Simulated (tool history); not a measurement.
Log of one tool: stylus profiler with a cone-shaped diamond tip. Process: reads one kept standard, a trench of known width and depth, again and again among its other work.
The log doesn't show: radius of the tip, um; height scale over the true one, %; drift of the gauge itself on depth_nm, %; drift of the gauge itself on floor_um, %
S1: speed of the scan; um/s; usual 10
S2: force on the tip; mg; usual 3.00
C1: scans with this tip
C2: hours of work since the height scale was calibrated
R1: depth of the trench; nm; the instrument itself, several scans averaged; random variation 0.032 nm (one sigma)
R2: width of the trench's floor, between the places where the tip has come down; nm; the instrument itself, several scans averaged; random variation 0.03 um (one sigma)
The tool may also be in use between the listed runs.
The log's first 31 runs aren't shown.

run	hour	S1	S2	C1	C2	R1	R2
32	1246.5	35	1.56	16972	132	100.43	46440
33	1295.1	4	8.38	17267	169	101.37	46620
34	1354.6	4	8.38	17628	215	101.35	46610
35	1418.8	13	2.09	18018	263	100.52	46530
36	1479.8	2	5.50	18388	310	100.98	46550
37	1517.4	10	4.06	18616	338	100.79	46520
38	1577.2	10	1.19	18979	384	100.30	46450
39	1621.4	7	8.54	19248	417	101.33	46510
40	1679.8	4	4.90	19603	462	100.87	46510
41	1734.9	11	1.85	19937	504	100.39	46430
42	1787.2	11	5.51	20255	543	100.89	46440
43	1834.4	11	5.51	20541	579	100.93	46500
44	1867.7	5	2.12	20743	605	100.39	46420
45	1900.6	5	2.12	20943	630	100.38	46410
46	1935.7	13	2.93	21156	656	100.50	46340

4 ways to go on from here, each from the tool as it stands after run 46. What would each give?
A	1963.1	6	4.23	21322	677	?	?
B	1963.1	4	2.50	21322	677	?	?
C	1963.1	4	3.95	21322	677	?	?
D	1963.1	12	6.91	21322	677	?	?

run	R1	R2
A	100.71	46350
B	100.47	46350
C	100.66	46410
D	101.06	46360
Without the tool's hidden state the same runs would have given:
run	R1	R2
A	100.91	47950
B	100.67	47950
C	100.86	48010
D	101.26	47950
